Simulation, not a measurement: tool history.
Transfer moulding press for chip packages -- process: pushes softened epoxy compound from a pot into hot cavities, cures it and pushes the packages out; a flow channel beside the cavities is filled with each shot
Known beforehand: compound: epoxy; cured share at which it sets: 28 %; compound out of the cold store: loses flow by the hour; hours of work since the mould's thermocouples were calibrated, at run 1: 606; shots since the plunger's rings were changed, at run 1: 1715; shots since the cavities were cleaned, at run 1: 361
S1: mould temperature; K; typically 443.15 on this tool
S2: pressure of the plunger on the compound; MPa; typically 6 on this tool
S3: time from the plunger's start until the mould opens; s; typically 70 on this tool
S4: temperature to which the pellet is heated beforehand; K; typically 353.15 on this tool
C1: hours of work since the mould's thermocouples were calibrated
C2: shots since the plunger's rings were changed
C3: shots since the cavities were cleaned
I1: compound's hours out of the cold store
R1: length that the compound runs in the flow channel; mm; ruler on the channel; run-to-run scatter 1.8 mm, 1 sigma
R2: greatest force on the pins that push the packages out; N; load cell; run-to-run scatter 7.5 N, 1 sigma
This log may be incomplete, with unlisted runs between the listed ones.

run    hour      S1    S2   S3      S4   C1    C2    C3    I1   R1    R2
  1       0  443.15     6   70  353.15  606  1715   361  14.8  550   475
       40.7  -- cavities cleaned with cleaning compound and waxed
  2    72.1  443.15     6   70  353.15  658  3123   627  42.7  481   574
        101  -- cavities cleaned with cleaning compound and waxed
  3   146.3  443.15     6   70  353.15  712  4573   904    42  476   491
        163  -- plunger's sealing rings changed
      164.5  -- cavities cleaned with cleaning compound and waxed
  4   213.1  443.15     6   70  353.15  759   968   968  27.6  528   532
      220.9  -- cavities cleaned with cleaning compound and waxed
      282.6  -- cavities cleaned with cleaning compound and waxed
  5   283.3  443.15     6   70  353.15  808  2309    14  34.9  502   382
      310.3  -- mould's thermocouples calibrated
      343.1  -- cavities cleaned with cleaning compound and waxed
  6     350  443.15     6   70  353.15   28  3570   139  21.5  521   456
      401.2  -- cavities cleaned with cleaning compound and waxed
      409.9  -- cavities cleaned with cleaning compound and waxed, once more
      423.5  -- plunger's sealing rings changed
  7   423.5  443.15     6   70  353.15   79     0   222  14.8  566   482
      468.8  -- cavities cleaned with cleaning compound and waxed
  8   483.1  443.15     6   90  353.15  122  1158   285  18.8  544   335
  9   520.8  443.15     6   70  353.15  149  1909  1036  39.2  496   545
      527.2  -- cavities cleaned with cleaning compound and waxed
      584.5  -- cavities cleaned with cleaning compound and waxed
 10   592.4  443.15     6   70  358.15  200  3279   159  17.5  532   454
 11   631.8  443.15     6   70  353.15  229  4064   944  40.6  480   535
        643  -- cavities cleaned with cleaning compound and waxed
      678.4  -- plunger's sealing rings changed
 12   678.4  443.15     6   70  353.15  261     0   655  23.6  545   519
      703.8  -- cavities cleaned with cleaning compound and waxed
 13     736  443.15     6   70  353.15  302  1118   642  25.8  530   505
      760.1  -- cavities cleaned with cleaning compound and waxed
 14     802  443.15     6   62  353.15  350  2406   837  25.6  521   748
      819.3  -- cavities cleaned with cleaning compound and waxed
 15   872.2  446.15  6.07   56  348.15  401  3774  1053  15.2  535   893
      878.6  -- cavities cleaned with cleaning compound and waxed
 16   926.4  447.15     6   83  353.15  440  4825   952  18.6  512   380
      935.2  -- plunger's sealing rings changed
      940.9  -- cavities cleaned with cleaning compound and waxed
 17     964  443.15  6.55   70  353.15  465   545   461  18.9  576   480
      997.1  -- cavities cleaned with cleaning compound and waxed
 18  1035.6  436.15  6.55  107  353.15  517  1942   766  20.9  574   381
     1056.9  -- cavities cleaned with cleaning compound and waxed
 19  1074.7  440.15  5.62   76  353.15  544  2692   354  43.1  475   464
     1113.4  -- cavities cleaned with cleaning compound and waxed
 20  1118.5  443.15     6   62  349.15  576  3535   101    10  549   625
     1169.7  -- cavities cleaned with cleaning compound and waxed
     1192.4  -- plunger's sealing rings changed
 21  1201.2  443.15  4.95   70  359.15  634   175   578  39.7  461   478
     1228.3  -- cavities cleaned with cleaning compound and waxed
 22    1267  443.15  4.95   70  359.15  682  1457   771  33.8  464   496
     1286.8  -- cavities cleaned with cleaning compound and waxed
 23    1311  438.15     6   51  353.15  713  2304   481  14.6  557  1572
     1342.9  -- cavities cleaned with cleaning compound and waxed
 24  1380.3  447.15  5.51   70  347.15  763  3657   745    31  474   447
     1400.7  -- cavities cleaned with cleaning compound and waxed
 25  1436.4  445.15   7.1   73  362.15  804  4746   712  40.5  508   403
     1446.7  -- plunger's sealing rings changed
     1463.5  -- cavities cleaned with cleaning compound and waxed
     1470.7  -- mould's thermocouples calibrated
 26  1508.1  443.15     6  104  353.15   28  1154   849    29  526   377
     1522.3  -- cavities cleaned with cleaning compound and waxed
 27  1550.4  442.15     6   81  348.15   58  1969   561  46.7  486   425

Describe how what the log doesn't record of the tool's condition differs between the last listed run preceding each entry between runs and the first listed run following it.
After run 1, before run 2: cavities cleaned with cleaning compound and waxed (hour 40.7)
  true mould temperature over the reading, C: 1.2 -> 1.28; pressure that reaches the compound, % of what is set: 95.55 -> 91.79; grip of the stained cavities, % over clean ones': 17.8 -> 53
  measured minus no-state result, R1: -15 -> -23 mm; R2: +39 -> +171 N
After run 2, before run 3: cavities cleaned with cleaning compound and waxed (hour 101)
  true mould temperature over the reading, C: 1.28 -> 1.35; pressure that reaches the compound, % of what is set: 91.79 -> 87.47; grip of the stained cavities, % over clean ones': 53 -> 32.6
  measured minus no-state result, R1: -23 -> -35 mm; R2: +171 -> +91 N
After run 3, before run 4: plunger's sealing rings changed (hour 163); cavities cleaned with cleaning compound and waxed (hour 164.5)
  true mould temperature over the reading, C: 1.35 -> 1.43; pressure that reaches the compound, % of what is set: 87.47 -> 97.01; grip of the stained cavities, % over clean ones': 32.6 -> 36.8
  measured minus no-state result, R1: -35 -> -11 mm; R2: +91 -> +109 N
After run 4, before run 5: cavities cleaned with cleaning compound and waxed (hour 220.9); cavities cleaned with cleaning compound and waxed (hour 282.6)
  true mould temperature over the reading, C: 1.43 -> 1.5; pressure that reaches the compound, % of what is set: 97.01 -> 93.09; grip of the stained cavities, % over clean ones': 36.8 -> 2.4
  measured minus no-state result, R1: -11 -> -21 mm; R2: +109 -> -26 N
After run 5, before run 6: mould's thermocouples calibrated (hour 310.3); cavities cleaned with cleaning compound and waxed (hour 343.1)
  true mould temperature over the reading, C: 1.5 -> 0.01; pressure that reaches the compound, % of what is set: 93.09 -> 89.69; grip of the stained cavities, % over clean ones': 2.4 -> 8.5
  measured minus no-state result, R1: -21 -> -29 mm; R2: -26 -> +36 N
After run 6, before run 7: cavities cleaned with cleaning compound and waxed (hour 401.2); cavities cleaned with cleaning compound and waxed, once more (hour 409.9); plunger's sealing rings changed (hour 423.5)
  true mould temperature over the reading, C: 0.01 -> 0.09; pressure that reaches the compound, % of what is set: 89.69 -> 99.57; grip of the stained cavities, % over clean ones': 8.5 -> 14.8
  measured minus no-state result, R1: -29 -> -1 mm; R2: +36 -> +59 N
After run 7, before run 8: cavities cleaned with cleaning compound and waxed (hour 468.8)
  true mould temperature over the reading, C: 0.09 -> 0.15; pressure that reaches the compound, % of what is set: 99.57 -> 96.06; grip of the stained cavities, % over clean ones': 14.8 -> 15.3
  measured minus no-state result, R1: -1 -> -12 mm; R2: +59 -> +44 N
After run 9, before run 10: cavities cleaned with cleaning compound and waxed (hour 527.2); cavities cleaned with cleaning compound and waxed (hour 584.5)
  true mould temperature over the reading, C: 0.19 -> 0.27; pressure that reaches the compound, % of what is set: 93.72 -> 90.32; grip of the stained cavities, % over clean ones': 36 -> 10.6
  measured minus no-state result, R1: -17 -> -28 mm; R2: +138 -> +36 N
After run 11, before run 12: cavities cleaned with cleaning compound and waxed (hour 643); plunger's sealing rings changed (hour 678.4)
  true mould temperature over the reading, C: 0.31 -> 0.35; pressure that reaches the compound, % of what is set: 87.92 -> 99.63; grip of the stained cavities, % over clean ones': 35.4 -> 26.2
  measured minus no-state result, R1: -32 -> -2 mm; R2: +132 -> +99 N
After run 12, before run 13: cavities cleaned with cleaning compound and waxed (hour 703.8)
  true mould temperature over the reading, C: 0.35 -> 0.41; pressure that reaches the compound, % of what is set: 99.63 -> 96.23; grip of the stained cavities, % over clean ones': 26.2 -> 26.7
  measured minus no-state result, R1: -2 -> -11 mm; R2: +99 -> +95 N
After run 13, before run 14: cavities cleaned with cleaning compound and waxed (hour 760.1)
  true mould temperature over the reading, C: 0.41 -> 0.48; pressure that reaches the compound, % of what is set: 96.23 -> 92.64; grip of the stained cavities, % over clean ones': 26.7 -> 32.4
  measured minus no-state result, R1: -11 -> -21 mm; R2: +95 -> +162 N
After run 14, before run 15: cavities cleaned with cleaning compound and waxed (hour 819.3)
  true mould temperature over the reading, C: 0.48 -> 0.55; pressure that reaches the compound, % of what is set: 92.64 -> 88.81; grip of the stained cavities, % over clean ones': 32.4 -> 37.7
  measured minus no-state result, R1: -21 -> -33 mm; R2: +162 -> +217 N
After run 15, before run 16: cavities cleaned with cleaning compound and waxed (hour 878.6)
  true mould temperature over the reading, C: 0.55 -> 0.61; pressure that reaches the compound, % of what is set: 88.81 -> 85.95; grip of the stained cavities, % over clean ones': 37.7 -> 34
  measured minus no-state result, R1: -33 -> -41 mm; R2: +217 -> +95 N
After run 16, before run 17: plunger's sealing rings changed (hour 935.2); cavities cleaned with cleaning compound and waxed (hour 940.9)
  true mould temperature over the reading, C: 0.61 -> 0.64; pressure that reaches the compound, % of what is set: 85.95 -> 98.54; grip of the stained cavities, % over clean ones': 34 -> 21.7
  measured minus no-state result, R1: -41 -> -5 mm; R2: +95 -> +69 N
After run 17, before run 18: cavities cleaned with cleaning compound and waxed (hour 997.1)
  true mould temperature over the reading, C: 0.64 -> 0.73; pressure that reaches the compound, % of what is set: 98.54 -> 94.84; grip of the stained cavities, % over clean ones': 21.7 -> 30.9
  measured minus no-state result, R1: -5 -> -17 mm; R2: +69 -> +88 N
After run 18, before run 19: cavities cleaned with cleaning compound and waxed (hour 1056.9)
  true mould temperature over the reading, C: 0.73 -> 0.77; pressure that reaches the compound, % of what is set: 94.84 -> 92.69; grip of the stained cavities, % over clean ones': 30.9 -> 20.1
  measured minus no-state result, R1: -17 -> -19 mm; R2: +88 -> +59 N
After run 19, before run 20: cavities cleaned with cleaning compound and waxed (hour 1113.4)
  true mould temperature over the reading, C: 0.77 -> 0.82; pressure that reaches the compound, % of what is set: 92.69 -> 90.44; grip of the stained cavities, % over clean ones': 20.1 -> 6.2
  measured minus no-state result, R1: -19 -> -30 mm; R2: +59 -> -2 N
After run 20, before run 21: cavities cleaned with cleaning compound and waxed (hour 1169.7); plunger's sealing rings changed (hour 1192.4)
  true mould temperature over the reading, C: 0.82 -> 0.91; pressure that reaches the compound, % of what is set: 90.44 -> 99.49; grip of the stained cavities, % over clean ones': 6.2 -> 25.3
  measured minus no-state result, R1: -30 -> -3 mm; R2: -2 -> +77 N
After run 21, before run 22: cavities cleaned with cleaning compound and waxed (hour 1228.3)
  true mould temperature over the reading, C: 0.91 -> 0.98; pressure that reaches the compound, % of what is set: 99.49 -> 95.76; grip of the stained cavities, % over clean ones': 25.3 -> 32
  measured minus no-state result, R1: -3 -> -11 mm; R2: +77 -> +99 N
After run 22, before run 23: cavities cleaned with cleaning compound and waxed (hour 1286.8)
  true mould temperature over the reading, C: 0.98 -> 1.03; pressure that reaches the compound, % of what is set: 95.76 -> 93.41; grip of the stained cavities, % over clean ones': 32 -> 21.1
  measured minus no-state result, R1: -11 -> -22 mm; R2: +99 -> +224 N
After run 23, before run 24: cavities cleaned with cleaning compound and waxed (hour 1342.9)
  true mould temperature over the reading, C: 1.03 -> 1.1; pressure that reaches the compound, % of what is set: 93.41 -> 89.66; grip of the stained cavities, % over clean ones': 21.1 -> 31.1
  measured minus no-state result, R1: -22 -> -28 mm; R2: +224 -> +91 N
After run 24, before run 25: cavities cleaned with cleaning compound and waxed (hour 1400.7)
  true mould temperature over the reading, C: 1.1 -> 1.16; pressure that reaches the compound, % of what is set: 89.66 -> 86.64; grip of the stained cavities, % over clean ones': 31.1 -> 29.3
  measured minus no-state result, R1: -28 -> -40 mm; R2: +91 -> +80 N
After run 25, before run 26: plunger's sealing rings changed (hour 1446.7); cavities cleaned with cleaning compound and waxed (hour 1463.5); mould's thermocouples calibrated (hour 1470.7)
  true mould temperature over the reading, C: 1.16 -> -0.03; pressure that reaches the compound, % of what is set: 86.64 -> 96.85; grip of the stained cavities, % over clean ones': 29.3 -> 32.9
  measured minus no-state result, R1: -40 -> -8 mm; R2: +80 -> +93 N
After run 26, before run 27: cavities cleaned with cleaning compound and waxed (hour 1522.3)
  true mould temperature over the reading, C: -0.03 -> 0.01; pressure that reaches the compound, % of what is set: 96.85 -> 94.59; grip of the stained cavities, % over clean ones': 32.9 -> 26
  measured minus no-state result, R1: -8 -> -13 mm; R2: +93 -> +87 N
